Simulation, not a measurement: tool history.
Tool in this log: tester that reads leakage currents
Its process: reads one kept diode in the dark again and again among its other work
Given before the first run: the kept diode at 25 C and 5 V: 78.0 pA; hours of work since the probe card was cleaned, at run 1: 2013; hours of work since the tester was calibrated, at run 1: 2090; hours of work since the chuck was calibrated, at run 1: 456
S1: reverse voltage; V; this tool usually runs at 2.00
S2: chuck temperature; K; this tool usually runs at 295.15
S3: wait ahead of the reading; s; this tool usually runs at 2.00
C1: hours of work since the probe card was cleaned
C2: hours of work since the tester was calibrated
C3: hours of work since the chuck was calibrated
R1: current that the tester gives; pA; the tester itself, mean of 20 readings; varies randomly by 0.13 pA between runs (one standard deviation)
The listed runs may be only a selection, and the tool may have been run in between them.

run,hour,S1,S2,S3,C1,C2,C3,R1
1,0.0,2.00,295.15,2.00,2013,2090,456,44.99
2,171.6,4.71,295.15,2.00,2130,2207,573,69.31
3,299.0,4.71,295.15,2.00,2217,2294,660,69.65
4,423.4,4.71,295.15,2.00,2302,2379,745,69.46
# hour 486.7: chuck's temperature calibrated
# hour 550.2: probe card cleaned and baked
5,653.7,4.71,295.15,0.32,71,2533,112,83.09
6,919.4,3.68,295.15,2.00,252,2715,294,70.35
7,1053.1,2.00,295.15,2.00,343,2806,385,49.56
8,1238.5,2.00,295.15,2.00,470,2932,511,49.42
9,1361.1,2.00,295.15,2.00,554,3016,595,49.45
10,1536.9,2.00,295.15,2.00,674,3136,715,49.19
# hour 1641.4: chuck's temperature calibrated
11,1713.6,18.77,295.15,2.00,793,3256,49,214.87
# hour 1940.5: probe card cleaned and baked, once more
12,1973.2,1.62,295.15,2.00,22,3431,225,37.71
13,2266.0,1.62,295.15,2.00,222,3631,425,37.36
14,2449.3,1.62,295.15,2.00,347,3756,550,37.08
15,2646.8,1.62,295.15,2.00,482,3891,685,37.30
# hour 2791.2: chuck's temperature calibrated
16,2919.1,1.62,295.15,2.00,667,4075,87,39.17
17,3158.4,2.00,295.15,9.23,830,4239,251,43.06
18,3298.0,2.00,295.15,9.23,926,4334,346,42.27
19,3591.6,4.37,295.15,0.98,1126,4535,547,62.08
20,3820.7,4.37,295.15,7.67,1283,4691,703,61.25
# hour 3843.2: tester calibrated
# hour 3955.5: chuck's temperature calibrated
21,4034.8,4.37,295.15,7.67,1426,129,54,64.97
22,4211.2,9.69,295.15,0.56,1547,250,175,100.82
23,4483.5,2.00,307.15,2.00,1733,436,361,103.98
24,4615.2,2.00,307.15,2.00,1823,526,451,104.17
25,4905.1,15.05,305.15,2.00,2021,724,649,238.31
26,5049.3,6.81,295.15,2.00,2119,822,747,82.22
# hour 5107.2: chuck's temperature calibrated
27,5300.2,6.81,295.15,2.00,2289,992,132,89.50
# hour 5461.8: probe card cleaned and baked
28,5548.3,8.28,295.15,4.43,59,1160,299,75.85
29,5840.6,2.00,317.15,6.70,259,1359,499,206.98
30,6065.1,1.23,317.15,0.83,412,1513,652,165.44
# hour 6271.7: chuck's temperature calibrated
31,6304.7,2.00,303.15,3.85,574,1675,23,79.33
32,6494.1,3.14,303.15,3.81,704,1804,152,96.11
33,6680.8,10.83,295.15,1.45,831,1932,279,97.00

Had the tool no unlogged condition, and each run kept its random variation, what would the results have been?
What the log doesn't record here: stray current of the dirty probe card, pA a volt; current scale over the true one, %; true chuck temperature over the reading, C; drift of the gauge itself on leakage_pa, %.
run,R1
1,41.81
2,60.30
3,60.58
4,60.40
5,62.54
6,54.40
7,41.43
8,41.47
9,41.61
10,41.49
11,111.77
12,38.05
13,38.03
14,37.88
15,38.32
16,37.90
17,41.78
18,41.16
19,58.72
20,57.81
21,58.45
22,84.92
23,104.39
24,105.18
25,216.01
26,70.50
27,70.86
28,76.98
29,213.69
30,172.88
31,77.38
32,93.95
33,87.31
